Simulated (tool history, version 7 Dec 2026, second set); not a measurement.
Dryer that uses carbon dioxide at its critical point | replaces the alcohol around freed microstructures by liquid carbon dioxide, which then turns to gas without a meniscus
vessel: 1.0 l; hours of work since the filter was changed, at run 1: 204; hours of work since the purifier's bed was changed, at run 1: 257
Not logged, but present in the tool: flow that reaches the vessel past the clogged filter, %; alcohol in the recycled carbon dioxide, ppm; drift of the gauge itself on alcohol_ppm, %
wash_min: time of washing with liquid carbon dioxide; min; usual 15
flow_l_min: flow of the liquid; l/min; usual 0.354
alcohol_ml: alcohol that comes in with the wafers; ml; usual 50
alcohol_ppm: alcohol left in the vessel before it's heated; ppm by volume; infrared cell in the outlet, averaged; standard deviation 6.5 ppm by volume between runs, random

run   hour  wash_min  flow_l_min  alcohol_ml  hours of work since the filter was changed  hours of work since the purifier's bed was changed  alcohol_ppm
  1      0        15       0.354          50                                         204                                                 257          664
      18.8  -- inlet filter changed
  2   30.6        15       0.354          50                                           8                                                 277          327
  3     75        15       0.354          50                                          38                                                 307          367
  4  128.9        15       0.354          50                                          74                                                 343          413
  5  159.9        15       0.354          50                                          95                                                 364          458
  6    209        15       0.354          50                                         128                                                 397          519
  7  262.6        15       0.354          50                                         164                                                 433          571
  8  287.2        15       0.354          50                                         181                                                 450          609
  9    330        15       0.354          50                                         210                                                 479          672
     337.3  -- inlet filter changed
 10  366.3        15       0.286          50                                          20                                                 502          882
 11    420        15       0.286          50                                          56                                                 539          954
 12  469.3        15       0.286          50                                          89                                                 572         1068
 13  509.5        16       0.262          24                                         116                                                 599          652
 14  550.1        16       0.262          24                                         143                                                 626          715
     574.1  -- purifier's bed changed
 15  578.2        15       0.354          22                                         160                                                   3          236
 16  626.9        21       0.354          22                                         193                                                  36           58
     660.5  -- inlet filter changed
 17  662.8        21       0.354          22                                           2                                                  59           28
 18  718.7        10       0.485          50                                          39                                                  97          528
 19  755.7        19        0.44          21                                          64                                                 122           33
 20  811.3        19        0.44          21                                         102                                                 159           36
 21  854.4        11       0.342          36                                         131                                                 188         1267

Here are 5 independent what-if runs from the current tool condition. What would each one return?
  A  893.4        15       0.354          56                                         157                                                 215            ?
  B  893.4        11       0.299          36                                         157                                                 215            ?
  C  893.4        19       0.215          36                                         157                                                 215            ?
  D  893.4        15       0.337          50                                         157                                                 215            ?
  E  893.4        14       0.342          68                                         157                                                 215            ?

run  alcohol_ppm
  A          609
  B         2018
  C         1020
  D          654
  E         1138
What these runs would have given with no unlogged condition in the tool:
run  alcohol_ppm
  A          322
  B         1361
  C          614
  D          348
  E          642
